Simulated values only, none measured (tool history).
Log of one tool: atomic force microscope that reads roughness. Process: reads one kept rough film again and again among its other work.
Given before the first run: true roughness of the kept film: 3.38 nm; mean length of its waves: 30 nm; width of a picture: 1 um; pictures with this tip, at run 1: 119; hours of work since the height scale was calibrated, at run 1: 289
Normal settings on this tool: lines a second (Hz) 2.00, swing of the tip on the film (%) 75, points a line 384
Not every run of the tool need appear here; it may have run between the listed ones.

run,hour,lines a second (Hz),swing of the tip on the film (%),points a line,pictures with this tip,hours of work since the height scale was calibrated,roughness of the kept film (nm (root mean square))
1,0.0,2.00,75,384,119,289,2.894
2,6.3,2.00,75,384,136,293,2.881
3,10.7,2.00,75,384,148,297,2.898
4,19.6,2.00,75,384,172,304,2.891
5,25.7,2.00,75,384,188,308,2.883
6,30.8,0.89,75,384,202,312,2.940
# hour 37.3: new tip fitted
7,37.3,0.89,75,384,0,317,2.997
8,45.9,0.89,75,384,23,324,2.947
9,50.9,2.00,88,384,36,328,2.775
10,58.9,2.00,75,384,57,334,2.899
11,67.0,2.00,75,384,79,340,2.887
12,72.6,2.00,75,384,94,344,2.870
13,78.0,2.00,75,384,109,349,2.876
14,82.7,2.00,75,384,121,352,2.898
15,88.3,2.00,75,384,136,357,2.904
16,95.4,2.00,75,384,155,362,2.883
17,102.3,2.00,83,384,173,367,2.808
18,109.7,2.00,83,384,193,373,2.824
19,118.2,2.00,83,384,216,380,2.830
# hour 119.7: new tip fitted
20,124.8,2.00,83,384,13,385,2.807
21,132.0,2.00,83,384,32,390,2.804
22,138.7,2.00,83,384,50,395,2.840
23,145.5,2.00,69,384,69,401,2.929
24,151.7,2.00,69,384,85,405,2.923
25,156.0,2.00,69,384,97,409,2.946
26,162.5,2.00,69,384,114,414,2.904
27,169.6,2.00,75,384,133,419,2.894
28,179.9,2.00,75,846,160,427,2.906
29,184.9,1.27,66,737,174,431,2.978
30,193.6,1.12,60,268,197,438,2.981
31,200.0,1.87,75,277,214,443,2.881
# hour 202.2: new tip fitted
32,206.9,3.45,63,277,12,448,2.896
33,212.6,0.69,74,598,28,452,3.001
34,222.0,0.69,74,598,53,460,3.005
35,228.8,0.69,74,631,71,465,3.009
36,234.0,3.06,86,377,85,469,2.682
37,243.0,3.06,86,377,109,476,2.677
38,251.2,3.06,86,377,131,482,2.664
39,260.6,0.54,86,984,156,490,2.957
40,267.0,2.58,75,471,173,495,2.845

Run 41, settings as shown, results not yet in. Your forecast:
41,273.7,1.06,85,612,191,500,?

{"run 41": {"roughness of the kept film (nm (root mean square))": 2.908}}
With no hidden state in the tool, this same run would have given roughness of the kept film (nm (root mean square)) 2.919.
